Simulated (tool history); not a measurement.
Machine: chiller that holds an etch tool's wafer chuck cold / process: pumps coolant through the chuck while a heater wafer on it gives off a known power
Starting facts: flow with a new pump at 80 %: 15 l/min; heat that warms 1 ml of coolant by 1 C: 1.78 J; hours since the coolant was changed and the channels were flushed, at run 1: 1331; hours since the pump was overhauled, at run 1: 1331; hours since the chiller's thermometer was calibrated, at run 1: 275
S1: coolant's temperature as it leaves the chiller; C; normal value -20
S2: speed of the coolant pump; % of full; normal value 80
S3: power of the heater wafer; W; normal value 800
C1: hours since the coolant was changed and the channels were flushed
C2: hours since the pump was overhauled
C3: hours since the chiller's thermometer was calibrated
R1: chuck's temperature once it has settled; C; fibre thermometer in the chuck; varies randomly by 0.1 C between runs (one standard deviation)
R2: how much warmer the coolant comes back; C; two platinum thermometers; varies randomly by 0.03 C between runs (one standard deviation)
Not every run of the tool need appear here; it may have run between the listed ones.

run   hour   S1   S2    S3    C1    C2    C3     R1    R2
  1      0  -20   80   800  1331  1331   275  -12.5  1.91
  2   33.2  -20   80   800  1364  1364   308  -12.6  1.87
  3   52.4  -20   80   800  1384  1384   327  -12.7   1.9
  4   84.9  -20   80   800  1416  1416   360  -12.6  1.89
  5  105.3  -15   80   800  1437  1437   380   -7.5  1.85
  6  122.7  -17   80   800  1454  1454   397   -9.6  1.89
  7  155.7  -20   85   800  1487  1487   430  -12.9  1.77
  8    185  -20   97   800  1516  1516   460  -13.7  1.54
  9    208  -20   97   800  1539  1539   483  -13.7  1.55
 10  224.3  -20   97   800  1556  1556   499  -13.8  1.51
 11    240  -20   97   800  1571  1571   515  -13.6  1.53
 12  263.5  -20   80   800  1595  1595   538  -12.6  1.84
 13  282.3  -20   80   800  1614  1614   557  -12.5  1.88
 14    314  -20   80   800  1645  1645   589  -12.6  1.91
 15  330.6  -20   80   800  1662  1662   605  -12.5  1.94
     337.8  -- coolant pump overhauled
 16  366.3  -20   80   800  1692    28   636  -12.4  1.98
 17  402.7  -20   80   800  1729    65   672  -12.5  1.93
 18  427.6  -26   80   800  1754    90   697  -18.3  1.91
 19  460.3  -20   60   405  1787   123   730  -15.2  1.32
 20  491.1  -25   84   643  1817   153   761    -19  1.52
 21  527.4  -28   98   788  1854   190   797  -21.7  1.55
     547.9  -- coolant pump overhauled, once more
 22  556.2  -20   99   637  1877     8   821  -15.2  1.11
 23  575.1  -20   64   425  1896    27   840  -15.5  1.18
 24  610.1  -20   72   425  1931    62   875  -15.9  1.13
 25  624.7  -20  100   800  1946    77   889  -13.9  1.39
 26  648.5  -20  100   800  1970   101   913    -14  1.42
 27  664.5  -26  100   800  1986   117   929    -20  1.42
 28  683.9  -26  100   800  2005   136   949  -19.8  1.44
 29  699.9  -26  100   800  2021   152   965    -20  1.45
 30  736.4  -26   82  1003  2058   189  1001    -17  2.21
 31  762.6  -20   79  1160  2084   215  1027   -9.3  2.64
 32  793.5  -14   85   800  2115   246  1058   -6.8  1.77
 33  829.9  -14   85   800  2151   282  1095     -7  1.69

3 ways to go on from here, each from the tool as it stands after run 33. What would each give?
  A  845.7  -13  93  567  2167  298  1110   ?   ?
  B  845.7  -20  80  948  2167  298  1110   ?   ?
  C  845.7  -14  85  647  2167  298  1110   ?   ?

run     R1    R2
  A   -8.2  1.13
  B  -11.3  2.21
  C   -8.4   1.4
With the hidden condition removed and each run's random variation left untouched, the same runs would have given:
run     R1    R2
  A   -8.4  1.12
  B  -11.8  2.18
  C   -8.7  1.39

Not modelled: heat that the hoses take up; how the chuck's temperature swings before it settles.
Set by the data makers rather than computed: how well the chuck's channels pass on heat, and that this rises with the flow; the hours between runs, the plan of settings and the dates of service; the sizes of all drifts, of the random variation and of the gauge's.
